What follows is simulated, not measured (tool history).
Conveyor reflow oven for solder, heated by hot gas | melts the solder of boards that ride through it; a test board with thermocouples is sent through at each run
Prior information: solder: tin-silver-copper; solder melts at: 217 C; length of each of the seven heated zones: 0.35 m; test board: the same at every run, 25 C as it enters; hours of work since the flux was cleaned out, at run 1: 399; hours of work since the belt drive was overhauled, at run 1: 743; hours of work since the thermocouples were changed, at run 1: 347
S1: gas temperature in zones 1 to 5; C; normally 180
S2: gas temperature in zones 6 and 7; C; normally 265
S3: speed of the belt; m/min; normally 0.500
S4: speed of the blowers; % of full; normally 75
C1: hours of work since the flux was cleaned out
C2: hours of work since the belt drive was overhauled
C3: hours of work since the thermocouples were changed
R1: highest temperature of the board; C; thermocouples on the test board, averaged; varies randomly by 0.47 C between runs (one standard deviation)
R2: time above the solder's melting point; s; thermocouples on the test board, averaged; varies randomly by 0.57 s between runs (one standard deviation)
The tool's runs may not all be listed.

run     day   S1   S2     S3  S4   C1    C2    C3     R1    R2
  1   0.000  180  265  0.500  75  399   743   347  247.9  61.0
  2   2.575  191  265  0.500  75  429   773   377  250.4  69.2
  3   3.883  191  265  0.500  75  445   789   393  250.0  68.6
  4   6.204  191  265  0.500  75  472   816   420  249.8  67.8
  5   7.571  191  265  0.500  75  488   832   436  250.7  68.6
      8.346  -- flux residue cleaned out of gas plates and filters
  6   9.050  191  265  0.500  75    8   847   451  249.8  68.9
  7  11.196  180  265  0.509  75   34   873   477  247.5  59.6
  8  12.842  180  265  0.509  75   53   892   496  246.5  59.8
  9  14.000  174  265  0.500  75   67   906   510  246.6  57.2
 10  15.600  174  265  0.500  75   86   925   529  246.2  58.9
 11  17.867  174  265  0.500  75  112   952   556  247.1  56.8
 12  19.567  180  265  0.500  75  133   972   576  248.7  61.2
 13  20.821  180  265  0.500  75  147   986   590  247.6  61.7
 14  22.938  180  265  0.500  75  172  1011   615  248.5  60.4
 15  25.250  180  265  0.500  75  200  1039   643  248.2  61.0
 16  27.846  180  265  0.500  75  230  1069   673  248.7  61.5
 17  29.662  188  265  0.500  72  252  1091   695  248.4  64.8
 18  32.125  180  276  0.493  75  281  1120   724  257.4  70.5
 19  33.438  191  276  0.554  71  296  1135   739  254.8  63.3
 20  35.558  180  265  0.484  69  321  1161   764  247.8  63.4
 21  38.142  180  265  0.484  69  352  1191   795  247.6  62.9
 22  40.483  180  265  0.484  69  380  1219   823  247.4  63.1
 23  42.975  188  265  0.561  71  409  1248   852  245.2  53.8
 24  44.379  176  265  0.519  52  426  1265   869  240.2  46.1
 25  46.504  176  265  0.519  52  451  1290   894  240.2  46.2
 26  48.379  185  265  0.519  52  473  1312   916  242.2  53.4
 27  49.608  179  265  0.461  75  487  1326   930  249.7  68.6
     50.454  -- flux residue cleaned out of gas plates and filters
 28  51.546  165  265  0.525  75   13  1347   951  243.3  47.9
 29  53.238  180  268  0.500  50   33  1367   971  244.0  54.6
 30  54.538  180  268  0.500  50   48  1382   986  243.9  54.3
 31  57.112  174  272  0.500  50   79  1413  1017  245.4  54.0
     57.996  -- thermocouples of zones 6 and 7 changed
 32  58.346  174  272  0.500  50   92  1426     4  245.6  53.4

Entry by entry between the runs, the difference in hidden state between the last listed run before and the first listed run after:
Run 5 -> run 6: flux residue cleaned out of gas plates and filters (day 8.346)
  heat that the gas passes to the board, % of a clean oven's: 99.8 -> 100
Run 27 -> run 28: flux residue cleaned out of gas plates and filters (day 50.454)
  heat that the gas passes to the board, % of a clean oven's: 99.8 -> 100
Run 31 -> run 32: thermocouples of zones 6 and 7 changed (day 57.996)
  true gas temperature in zones 6 and 7 over the reading, C: -0.12 -> -0.01
